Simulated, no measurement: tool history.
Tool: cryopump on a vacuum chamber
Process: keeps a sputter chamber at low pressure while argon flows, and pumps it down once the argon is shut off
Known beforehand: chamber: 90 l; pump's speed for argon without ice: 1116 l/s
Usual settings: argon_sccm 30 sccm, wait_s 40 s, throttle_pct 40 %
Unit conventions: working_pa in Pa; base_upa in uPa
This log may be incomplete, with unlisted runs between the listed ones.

Run 1, hour 0.0: usual settings. Result: working_pa 0.1275 Pa, base_upa 3.67 uPa.
Run 2, hour 87.3: usual settings but throttle_pct 28 %. Result: working_pa 0.1759 Pa, base_upa 3.75 uPa.
Run 3, hour 126.8: usual settings. Result: working_pa 0.1302 Pa, base_upa 3.83 uPa.
Run 4, hour 220.6: usual settings. Result: working_pa 0.1154 Pa, base_upa 3.45 uPa.
Run 5, hour 278.1: usual settings. Result: working_pa 0.1150 Pa, base_upa 3.54 uPa.
Run 6, hour 321.3: usual settings. Result: working_pa 0.1165 Pa, base_upa 3.49 uPa.
Run 7, hour 383.2: usual settings. Result: working_pa 0.1165 Pa, base_upa 2.81 uPa.
Run 8, hour 434.7: usual settings but argon_sccm 27 sccm. Result: working_pa 0.1048 Pa, base_upa 2.94 uPa.
Run 9, hour 523.7: usual settings but argon_sccm 27 sccm. Result: working_pa 0.1059 Pa, base_upa 2.90 uPa.
Run 10, hour 582.2: usual settings but wait_s 25 s. Result: working_pa 0.1187 Pa, base_upa 4.37 uPa.
Run 11, hour 659.7: usual settings but wait_s 25 s. Result: working_pa 0.1200 Pa, base_upa 4.47 uPa.
Run 12, hour 723.8: usual settings. Result: working_pa 0.1194 Pa, base_upa 2.85 uPa.
Run 13, hour 814.9: usual settings. Result: working_pa 0.1208 Pa, base_upa 2.83 uPa.
Run 14, hour 907.0: usual settings but argon_sccm 15 sccm. Result: working_pa 0.0606 Pa, base_upa 2.97 uPa.
Run 15, hour 987.1: usual settings but argon_sccm 15 sccm. Result: working_pa 0.0618 Pa, base_upa 2.97 uPa.
Run 16, hour 1078.2: usual settings but argon_sccm 35 sccm. Result: working_pa 0.1463 Pa, base_upa 2.98 uPa.
Run 17, hour 1121.3: usual settings but argon_sccm 35 sccm, throttle_pct 16 %. Result: working_pa 0.3459 Pa, base_upa 2.98 uPa.
Run 18, hour 1194.1: usual settings but throttle_pct 23 %. Result: working_pa 0.2097 Pa, base_upa 2.97 uPa.
Run 19, hour 1260.0: usual settings but wait_s 27 s. Result: working_pa 0.1266 Pa, base_upa 4.29 uPa.
Run 20, hour 1336.4: usual settings but argon_sccm 54 sccm, wait_s 43 s. Result: working_pa 0.2314 Pa, base_upa 2.88 uPa.
Run 21, hour 1379.6: usual settings but argon_sccm 12 sccm, wait_s 133 s. Result: working_pa 0.0517 Pa, base_upa 1.27 uPa.
Run 22, hour 1455.5: usual settings but argon_sccm 23 sccm, wait_s 247 s. Result: working_pa 0.0992 Pa, base_upa 0.96 uPa.
Run 23, hour 1495.1: usual settings but wait_s 27 s. Result: working_pa 0.1304 Pa, base_upa 4.34 uPa.
Run 24, hour 1589.5: usual settings but argon_sccm 19 sccm, wait_s 68 s, throttle_pct 46 %. Result: working_pa 0.0637 Pa, base_upa 1.93 uPa.
Run 25, hour 1641.0: usual settings but argon_sccm 24 sccm, wait_s 59 s, throttle_pct 46 %. Result: working_pa 0.0807 Pa, base_upa 2.16 uPa.
Run 26, hour 1729.0: usual settings but argon_sccm 18 sccm, wait_s 59 s, throttle_pct 44 %. Result: working_pa 0.0642 Pa, base_upa 2.16 uPa.
Run 27, hour 1815.3: usual settings but argon_sccm 18 sccm, wait_s 59 s, throttle_pct 44 %. Result: working_pa 0.0635 Pa, base_upa 2.25 uPa.
Run 28, hour 1864.6: usual settings but argon_sccm 43 sccm, wait_s 59 s, throttle_pct 51 %. Result: working_pa 0.1348 Pa, base_upa 2.23 uPa.
Run 29, hour 1904.3: usual settings but argon_sccm 33 sccm, throttle_pct 26 %. Result: working_pa 0.1984 Pa, base_upa 3.06 uPa.
Run 30, hour 1949.7: usual settings but argon_sccm 14 sccm. Result: working_pa 0.0553 Pa, base_upa 3.16 uPa.
Run 31, hour 2009.6: usual settings but argon_sccm 14 sccm, wait_s 173 s, throttle_pct 25 %. Result: working_pa 0.0870 Pa, base_upa 1.14 uPa.
Run 32, hour 2073.1: usual settings but argon_sccm 13 sccm, wait_s 35 s. Result: working_pa 0.0527 Pa, base_upa 3.45 uPa.
Run 33, hour 2142.9: usual settings but argon_sccm 12 sccm, wait_s 36 s. Result: working_pa 0.0484 Pa, base_upa 3.41 uPa.
Run 34, hour 2183.6: usual settings but argon_sccm 13 sccm, wait_s 42 s, throttle_pct 28 %. Result: working_pa 0.0738 Pa, base_upa 2.99 uPa.

Not shown here: 3 entries made in the log between runs. Locate each between two listed runs and compare the hidden state at the listed run before it with the hidden state at the listed run after it:
Between runs 3 and 4: pump warmed up, emptied and cooled again (hour 213.4)
  pump's speed, % of a pump's without ice: 75.4 -> 99.5; cold plate's temperature, K: 12.85 -> 12.9; leak into the chamber, uPa l/s: 1024 -> 1035
  measured result minus the result with no hidden state, working_pa: +0.0159 -> +0.0010 Pa; base_upa: +0.99 -> +0.68 uPa
Between runs 6 and 7: leaking fittings of the chamber tightened, without venting (hour 345.4)
  pump's speed, % of a pump's without ice: 97.5 -> 96.4; cold plate's temperature, K: 12.96 -> 12.99; leak into the chamber, uPa l/s: 1048 -> 313
  measured result minus the result with no hidden state, working_pa: +0.0021 -> +0.0027 Pa; base_upa: +0.71 -> +0.02 uPa
Between runs 23 and 24: pump warmed up, emptied and cooled again (hour 1580.5)
  pump's speed, % of a pump's without ice: 75.4 -> 99.2; cold plate's temperature, K: 13.59 -> 13.64; leak into the chamber, uPa l/s: 458 -> 469
  measured result minus the result with no hidden state, working_pa: +0.0168 -> +0.0012 Pa; base_upa: +0.29 -> +0.17 uPa
